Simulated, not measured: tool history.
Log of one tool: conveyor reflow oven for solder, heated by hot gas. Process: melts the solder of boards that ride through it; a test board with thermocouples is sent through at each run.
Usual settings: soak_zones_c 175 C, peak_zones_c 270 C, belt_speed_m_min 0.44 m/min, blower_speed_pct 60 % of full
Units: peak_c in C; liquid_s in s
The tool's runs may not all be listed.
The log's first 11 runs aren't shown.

run   hour  soak_zones_c  peak_zones_c  belt_speed_m_min  blower_speed_pct  peak_c  liquid_s
 12  167.9           175           270              0.44                60  249.27      67.5
 13  180.7           175           270              0.44                60  249.19      67.7
 14  201.1           175           263              0.44                60  243.46      61.2
 15  210.8           175           263              0.44                60  243.34        61
 16  228.1           175           270              0.44                60  249.06      67.2
 17  245.2           166           270              0.44                63  247.81      62.3
 18  262.4           166           270              0.44                63  247.78      62.2
 19  271.6           175           270             0.435                53  246.76        65
 20  290.6           175           270             0.351                72  258.96      98.9
     302.5  -- flux residue cleaned out of gas plates and filters
 21  315.9           167           270             0.351                72   259.1      95.7
 22  333.6           165           267             0.408                75  252.31      74.1
 23  345.4           181           270             0.436                89  258.14      81.5
 24  362.6           181           278             0.372                89  269.14       104
 25  378.3           164           258              0.51                62  232.37      33.4
 26  399.5           175           270             0.387                60  254.17      83.9
 27  412.5           175           270             0.387                60   254.1      84.2
 28  421.3           175           270             0.387                60  253.95        84
     432.8  -- thermocouples of zones 6 and 7 changed
 29  437.6           175           270             0.387                60  252.71      82.6
 30  455.8           175           268             0.428                60  247.52      67.9
 31  467.7           185           260             0.437                57  241.57      64.6

4 ways to go on from here, each from the tool as it stands after run 31. What would each give?
  A  487.1           185           284             0.437                57       ?         ?
  B  487.1           175           266              0.44                79       ?         ?
  C  487.1           161           270              0.44                60       ?         ?
  D  487.1           175           270             0.484                60       ?         ?

run  peak_c  liquid_s
  A   260.9      83.4
  B  249.58      69.8
  C  244.78        57
  D  244.17      55.3
Without the tool's hidden state the same runs would have given:
run  peak_c  liquid_s
  A  261.95      83.2
  B  250.79      70.3
  C  245.97      57.9
  D  245.34      56.1
